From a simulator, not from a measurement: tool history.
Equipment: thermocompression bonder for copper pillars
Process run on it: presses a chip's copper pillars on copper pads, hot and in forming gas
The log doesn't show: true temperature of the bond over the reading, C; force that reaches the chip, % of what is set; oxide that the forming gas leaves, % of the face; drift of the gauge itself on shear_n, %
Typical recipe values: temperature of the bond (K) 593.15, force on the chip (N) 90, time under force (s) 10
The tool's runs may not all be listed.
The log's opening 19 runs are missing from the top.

run     day  temperature of the bond (K)  force on the chip (N)  time under force (s)  hours of work since the heater was calibrated  hours of work since the force cell was calibrated  hours of work since the gas filter was changed  force that shears a chip off (N)
     36.792  -- heater calibrated with a thermocouple chip
 20  37.292                       593.15                     57                    10                                              6                                               1330                                             217                              67.8
 21  38.638                       590.15                     87                     5                                             21                                               1345                                             232                              67.9
 22  39.925                       590.15                     87                     5                                             36                                               1360                                             247                              67.9
 23  42.508                       583.15                     87                     7                                             65                                               1389                                             276                              70.6
 24   43.75                       583.15                    121                    22                                             79                                               1403                                             290                             105.7
 25  46.033                       594.15                     59                    21                                            105                                               1429                                             316                              85.9
     47.504  -- forming gas filter changed
 26  48.054                       594.15                     59                    21                                            127                                               1452                                               6                              86.1
 27  49.396                       601.15                     72                    12                                            143                                               1467                                              21                              87.1
 28  52.183                       593.15                    104                    10                                            174                                               1498                                              53                              92.9
 29  54.888                       593.15                    104                    10                                            205                                               1529                                              84                              92.7
 30  56.692                       612.15                     60                     6                                            225                                               1549                                             104                              71.5
 31  59.229                       612.15                     60                     6                                            254                                               1578                                             133                              71.3
 32  61.625                       593.15                    105                    10                                            281                                               1605                                             160                                93
 33  63.446                       592.15                    131                    11                                            302                                               1626                                             181                             102.3
 34  65.321                       621.15                    131                    11                                            323                                               1647                                             202                             112.9
     67.433  -- force cell calibrated
 35  67.871                       591.15                    131                    11                                            351                                                  5                                             230                             101.9
 36  69.562                       591.15                     94                     6                                            370                                                 24                                             249                              76.8
 37  70.967                       604.15                     81                    18                                            386                                                 40                                             265                             101.1
 38  72.425                       604.15                     81                    18                                            403                                                 57                                             282                               102

Below are 4 alternative next runs, each starting from the tool's condition after run 38. Predict each:
  A  74.058                       604.15                    115                    14                                            421                                                 75                                             300                                 ?
  B  74.058                       593.15                     90                    27                                            421                                                 75                                             300                                 ?
  C  74.058                       593.15                     90                     8                                            421                                                 75                                             300                                 ?
  D  74.058                       574.15                     85                     9                                            421                                                 75                                             300                                 ?

run  force that shears a chip off (N)
  A                             107.6
  B                             107.4
  C                              82.8
  D                              69.2
With no hidden state in the tool, these same runs would have given:
run  force that shears a chip off (N)
  A                             105.2
  B                             105.1
  C                                81
  D                              67.6

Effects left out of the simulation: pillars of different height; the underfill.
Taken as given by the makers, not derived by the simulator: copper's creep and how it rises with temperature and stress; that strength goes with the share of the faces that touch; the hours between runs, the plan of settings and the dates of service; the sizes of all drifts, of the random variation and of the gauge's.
